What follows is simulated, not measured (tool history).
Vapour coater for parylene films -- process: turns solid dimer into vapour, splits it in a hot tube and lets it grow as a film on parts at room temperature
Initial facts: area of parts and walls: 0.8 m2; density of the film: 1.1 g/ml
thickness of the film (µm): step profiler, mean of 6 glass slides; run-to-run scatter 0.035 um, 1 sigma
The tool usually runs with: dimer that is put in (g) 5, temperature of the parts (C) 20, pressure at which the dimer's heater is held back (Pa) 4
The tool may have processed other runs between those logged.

run   hour  dimer that is put in (g)  temperature of the parts (C)  pressure at which the dimer's heater is held back (Pa)  thickness of the film (µm)
  1      0                         5                            20                                                       4                        3.69
  2   16.5                         5                            20                                                       4                        3.66
  3   38.9                         5                            20                                                       4                        3.64
  4   68.3                         5                            29                                                       4                        2.74
  5   93.4                         5                            13                                                       4                        4.48
  6  119.2                         5                            13                                                       4                        4.48
  7  141.2                         4                            20                                                    6.69                        2.55
  8  175.2                         4                            18                                                    2.44                        3.43
  9  196.5                         4                            18                                                    2.44                         3.3

Run 10, settings as shown, results not yet in. Your forecast:
 10  216.1                         4                            18                                                    2.44                           ?

thickness of the film (µm): 3.34
Minus the tool's unlogged condition, the same run would have read thickness of the film (µm) 3.47.
